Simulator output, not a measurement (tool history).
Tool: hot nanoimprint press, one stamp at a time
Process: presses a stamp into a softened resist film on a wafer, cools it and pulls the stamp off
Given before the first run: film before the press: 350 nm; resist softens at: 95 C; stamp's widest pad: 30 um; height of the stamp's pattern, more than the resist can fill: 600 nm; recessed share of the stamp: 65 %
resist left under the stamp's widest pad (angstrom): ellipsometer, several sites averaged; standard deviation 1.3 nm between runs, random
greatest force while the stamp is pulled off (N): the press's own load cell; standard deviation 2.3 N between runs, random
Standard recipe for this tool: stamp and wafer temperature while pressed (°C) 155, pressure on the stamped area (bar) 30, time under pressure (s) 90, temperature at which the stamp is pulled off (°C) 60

run,hour,stamp and wafer temperature while pressed (°C),pressure on the stamped area (bar),time under pressure (s),temperature at which the stamp is pulled off (°C),resist left under the stamp's widest pad (angstrom),greatest force while the stamp is pulled off (N)
1,0,155,30,90,60,2054,111
# hour 11.5: stamp cleaned and given a new release coat
2,95.8,155,30,90,60,2051,106
3,158.1,154,30,90,60,2159,103
4,228.5,155,30,90,60,2030,101
5,320.2,155,30,90,60,2073,106
6,412.5,155,30,90,60,2067,100
7,465.2,155,30,63,60,2289,104
8,519.7,155,30,63,60,2314,105
9,572.7,155,30,63,60,2296,104
10,619.6,155,30,63,60,2300,103
11,700.4,155,30,90,60,2062,105
# hour 745.8: plate thermocouple calibrated
# hour 768.5: stamp cleaned and given a new release coat
12,806.1,165,30,90,60,1537,98
13,854.1,165,30,90,60,1531,103
14,927.1,165,30,90,60,1529,102
15,975.4,165,30,90,60,1520,105
16,1025.7,165,30,90,46,1552,113
17,1079.1,155,22.6,90,47,2328,114
18,1122.3,155,22.6,88,64,2351,101
19,1220,155,22.6,54,64,2624,100
20,1264.4,155,19,90,63,2457,108
21,1357.4,155,42.7,90,60,1764,102
22,1429.1,149,35.1,75,68,2410,99
# hour 1499.2: plate thermocouple calibrated
23,1515.6,149,35.1,75,68,2396,99
# hour 1528.5: stamp cleaned and given a new release coat
24,1604.3,149,35.1,75,68,2410,99
25,1689.3,149,32,51,59,2713,103
26,1780.8,155,20.5,90,60,2384,104
27,1836.4,155,20.5,90,60,2399,109
# hour 1897.8: press's hydraulic seals changed and the load cell set to zero
28,1932.3,155,20.5,57,47,2683,114
29,2015.5,155,20.5,57,47,2646,112

Here are 3 independent what-if runs from the current tool condition. What would each one return?
A,2089.2,155,20.5,138,47,?,?
B,2089.2,155,26.5,106,53,?,?
C,2089.2,155,30,90,50,?,?

run,resist left under the stamp's widest pad (angstrom),greatest force while the stamp is pulled off (N)
A,2148,111
B,2058,110
C,2067,107
What these runs would have given with no unlogged condition in the tool:
run,resist left under the stamp's widest pad (angstrom),greatest force while the stamp is pulled off (N)
A,2141,109
B,2052,109
C,2060,106
